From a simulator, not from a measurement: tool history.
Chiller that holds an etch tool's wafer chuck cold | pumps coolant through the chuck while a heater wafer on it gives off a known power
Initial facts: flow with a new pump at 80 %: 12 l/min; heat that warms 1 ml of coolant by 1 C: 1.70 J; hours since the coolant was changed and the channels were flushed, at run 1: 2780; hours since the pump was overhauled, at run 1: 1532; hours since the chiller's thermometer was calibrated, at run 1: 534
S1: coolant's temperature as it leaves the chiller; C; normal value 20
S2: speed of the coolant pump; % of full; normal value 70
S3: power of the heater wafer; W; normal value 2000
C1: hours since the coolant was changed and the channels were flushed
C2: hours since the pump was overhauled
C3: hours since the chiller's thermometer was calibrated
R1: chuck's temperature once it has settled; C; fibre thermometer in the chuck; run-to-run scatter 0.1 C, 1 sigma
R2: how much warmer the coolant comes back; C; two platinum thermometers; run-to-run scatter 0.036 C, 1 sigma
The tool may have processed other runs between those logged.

{"run": 1, "day": 0.0, "S1": 20, "S2": 70, "S3": 2000, "C1": 2780, "C2": 1532, "C3": 534, "R1": 46.6, "R2": 6.84}
{"run": 2, "day": 1.15, "S1": 20, "S2": 70, "S3": 2000, "C1": 2808, "C2": 1560, "C3": 561, "R1": 46.6, "R2": 6.85}
{"run": 3, "day": 2.833, "S1": 20, "S2": 70, "S3": 2000, "C1": 2848, "C2": 1600, "C3": 602, "R1": 46.6, "R2": 6.83}
{"run": 4, "day": 4.475, "S1": 20, "S2": 70, "S3": 2000, "C1": 2887, "C2": 1640, "C3": 641, "R1": 46.7, "R2": 6.84}
{"run": 5, "day": 5.988, "S1": 20, "S2": 70, "S3": 2000, "C1": 2924, "C2": 1676, "C3": 678, "R1": 46.5, "R2": 6.83}
{"run": 6, "day": 6.838, "S1": 20, "S2": 70, "S3": 2000, "C1": 2944, "C2": 1696, "C3": 698, "R1": 46.7, "R2": 6.87}
{"run": 7, "day": 8.629, "S1": 20, "S2": 70, "S3": 2000, "C1": 2987, "C2": 1739, "C3": 741, "R1": 46.7, "R2": 6.8}
{"run": 8, "day": 9.979, "S1": 20, "S2": 70, "S3": 2000, "C1": 3019, "C2": 1772, "C3": 773, "R1": 46.5, "R2": 6.85}
{"run": 9, "day": 11.238, "S1": 20, "S2": 70, "S3": 2000, "C1": 3050, "C2": 1802, "C3": 804, "R1": 46.7, "R2": 6.87}
{"run": 10, "day": 12.883, "S1": 20, "S2": 70, "S3": 2000, "C1": 3089, "C2": 1841, "C3": 843, "R1": 46.7, "R2": 6.89}
{"run": 11, "day": 13.779, "S1": 20, "S2": 70, "S3": 2000, "C1": 3111, "C2": 1863, "C3": 865, "R1": 46.8, "R2": 6.92}
{"run": 12, "day": 15.279, "S1": 20, "S2": 70, "S3": 2000, "C1": 3147, "C2": 1899, "C3": 901, "R1": 46.8, "R2": 6.87}
{"run": 13, "day": 16.571, "S1": 20, "S2": 70, "S3": 2000, "C1": 3178, "C2": 1930, "C3": 932, "R1": 46.8, "R2": 6.91}
{"run": 14, "day": 18.233, "S1": 20, "S2": 70, "S3": 2000, "C1": 3218, "C2": 1970, "C3": 972, "R1": 46.9, "R2": 6.92}
{"run": 15, "day": 19.392, "S1": 20, "S2": 70, "S3": 2000, "C1": 3245, "C2": 1998, "C3": 999, "R1": 46.7, "R2": 6.84}
{"run": 16, "day": 20.388, "S1": 20, "S2": 70, "S3": 2214, "C1": 3269, "C2": 2021, "C3": 1023, "R1": 49.6, "R2": 7.64}
{"run": 17, "day": 21.808, "S1": 20, "S2": 70, "S3": 2000, "C1": 3303, "C2": 2056, "C3": 1057, "R1": 47, "R2": 6.84}
{"run": 18, "day": 22.967, "S1": 29, "S2": 65, "S3": 1393, "C1": 3331, "C2": 2083, "C3": 1085, "R1": 48.4, "R2": 5.18}
{"run": 19, "day": 23.988, "S1": 20, "S2": 90, "S3": 2098, "C1": 3356, "C2": 2108, "C3": 1110, "R1": 44.3, "R2": 5.66}
{"run": 20, "day": 25.446, "S1": 20, "S2": 95, "S3": 1086, "C1": 3391, "C2": 2143, "C3": 1145, "R1": 32.1, "R2": 2.77}
{"run": 21, "day": 26.525, "S1": 20, "S2": 95, "S3": 1086, "C1": 3417, "C2": 2169, "C3": 1170, "R1": 32.3, "R2": 2.76}
{"day": 26.854, "done": "coolant pump overhauled"}
{"run": 22, "day": 27.646, "S1": 20, "S2": 66, "S3": 2323, "C1": 3438, "C2": 19, "C3": 1192, "R1": 53, "R2": 8.74}
{"run": 23, "day": 29.292, "S1": 14, "S2": 66, "S3": 2542, "C1": 3478, "C2": 59, "C3": 1232, "R1": 49.9, "R2": 9.54}
{"day": 31.354, "done": "coolant pump overhauled, once more"}
{"run": 24, "day": 31.354, "S1": 20, "S2": 70, "S3": 1597, "C1": 3522, "C2": 0, "C3": 1276, "R1": 41.2, "R2": 5.41}
{"run": 25, "day": 32.55, "S1": 11, "S2": 70, "S3": 2227, "C1": 3551, "C2": 29, "C3": 1305, "R1": 40.6, "R2": 7.59}
{"run": 26, "day": 33.383, "S1": 11, "S2": 60, "S3": 1807, "C1": 3571, "C2": 49, "C3": 1325, "R1": 37.3, "R2": 7.15}
{"run": 27, "day": 34.529, "S1": 11, "S2": 60, "S3": 1807, "C1": 3599, "C2": 76, "C3": 1353, "R1": 37.5, "R2": 7.11}
{"run": 28, "day": 35.354, "S1": 11, "S2": 60, "S3": 1807, "C1": 3618, "C2": 96, "C3": 1372, "R1": 37.3, "R2": 7.11}
{"run": 29, "day": 36.917, "S1": 18, "S2": 98, "S3": 2425, "C1": 3656, "C2": 134, "C3": 1410, "R1": 44.7, "R2": 5.83}
{"run": 30, "day": 38.4, "S1": 18, "S2": 63, "S3": 2814, "C1": 3692, "C2": 169, "C3": 1445, "R1": 57.9, "R2": 10.65}
{"run": 31, "day": 39.321, "S1": 18, "S2": 63, "S3": 2814, "C1": 3714, "C2": 191, "C3": 1468, "R1": 57.9, "R2": 10.56}
{"run": 32, "day": 41.038, "S1": 18, "S2": 63, "S3": 2814, "C1": 3755, "C2": 232, "C3": 1509, "R1": 57.9, "R2": 10.69}
{"run": 33, "day": 41.888, "S1": 18, "S2": 63, "S3": 2814, "C1": 3775, "C2": 253, "C3": 1529, "R1": 58.1, "R2": 10.58}

Branching from run 33: 3 alternative next runs. What would each branch give?
{"run": "A", "day": 43.425, "S1": 20, "S2": 82, "S3": 1993, "C1": 3812, "C2": 290, "C3": 1566, "R1": "?", "R2": "?"}
{"run": "B", "day": 43.425, "S1": 11, "S2": 93, "S3": 2000, "C1": 3812, "C2": 290, "C3": 1566, "R1": "?", "R2": "?"}
{"run": "C", "day": 43.425, "S1": 16, "S2": 70, "S3": 2000, "C1": 3812, "C2": 290, "C3": 1566, "R1": "?", "R2": "?"}

run=A R1=44.2 R2=5.75
run=B R1=33.8 R2=5.12
run=C R1=42.9 R2=6.77
With the hidden condition removed and each run's random variation left untouched, the same runs would have given:
run=A R1=42.6 R2=5.69
run=B R1=32.3 R2=5.07
run=C R1=41.1 R2=6.7

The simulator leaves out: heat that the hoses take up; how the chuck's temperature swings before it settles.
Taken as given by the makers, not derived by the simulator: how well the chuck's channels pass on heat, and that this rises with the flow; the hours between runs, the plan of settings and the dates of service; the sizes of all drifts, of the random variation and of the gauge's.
